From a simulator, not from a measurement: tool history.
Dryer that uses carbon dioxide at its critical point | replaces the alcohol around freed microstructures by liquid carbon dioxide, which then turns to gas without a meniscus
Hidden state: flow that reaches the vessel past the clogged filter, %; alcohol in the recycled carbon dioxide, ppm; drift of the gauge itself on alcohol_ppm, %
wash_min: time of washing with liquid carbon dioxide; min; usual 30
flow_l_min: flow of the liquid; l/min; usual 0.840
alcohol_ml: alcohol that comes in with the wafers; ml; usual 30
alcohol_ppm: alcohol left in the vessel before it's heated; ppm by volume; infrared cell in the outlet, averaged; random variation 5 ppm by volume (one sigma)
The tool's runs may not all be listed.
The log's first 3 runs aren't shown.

| run | hour | wash_min | flow_l_min | alcohol_ml | hours of work since the filter was changed | hours of work since the purifier's bed was changed | alcohol_ppm |
|---|---|---|---|---|---|---|---|
| 4 | 92.8 | 30 | 1.200 | 30 | 337 | 470 | 28 |
| 5 | 114.4 | 30 | 1.200 | 30 | 344 | 477 | 26 |
| 6 | 138.8 | 30 | 1.200 | 30 | 353 | 486 | 29 |
| 7 | 181.8 | 30 | 1.200 | 78 | 368 | 501 | 26 |
| 8 | 224.3 | 30 | 0.840 | 30 | 383 | 516 | 70 |
| 9 | 246.5 | 35 | 0.840 | 30 | 391 | 524 | 38 |
| 10 | 281.4 | 30 | 0.840 | 30 | 403 | 536 | 60 |
| 11 | 310.9 | 30 | 0.840 | 102 | 414 | 547 | 168 |
| 12 | 344.1 | 30 | 0.840 | 102 | 425 | 558 | 176 |
| 13 | 363.9 | 30 | 0.840 | 102 | 432 | 565 | 174 |
| 14 | 402.9 | 30 | 0.840 | 102 | 446 | 579 | 184 |
| 15 | 433.0 | 30 | 0.840 | 30 | 457 | 590 | 66 |
| 16 | 458.9 | 30 | 0.840 | 30 | 466 | 599 | 81 |
|  | 474.2 | inlet filter changed |
| 17 | 505.2 | 30 | 0.681 | 30 | 11 | 615 | 102 |
| 18 | 548.4 | 30 | 0.681 | 30 | 26 | 630 | 89 |
| 19 | 567.3 | 24 | 0.840 | 30 | 33 | 637 | 105 |
| 20 | 599.0 | 24 | 0.840 | 53 | 44 | 648 | 170 |
| 21 | 625.9 | 30 | 0.680 | 29 | 54 | 658 | 99 |
| 22 | 656.5 | 30 | 1.389 | 29 | 64 | 668 | 23 |

Run 23 comes next. What will it give?
| 23 | 683.3 | 30 | 1.389 | 29 | 74 | 678 | ? |

alcohol_ppm: 31 ppm by volume
Without the tool's hidden state the same run would have given alcohol_ppm 6 ppm by volume.
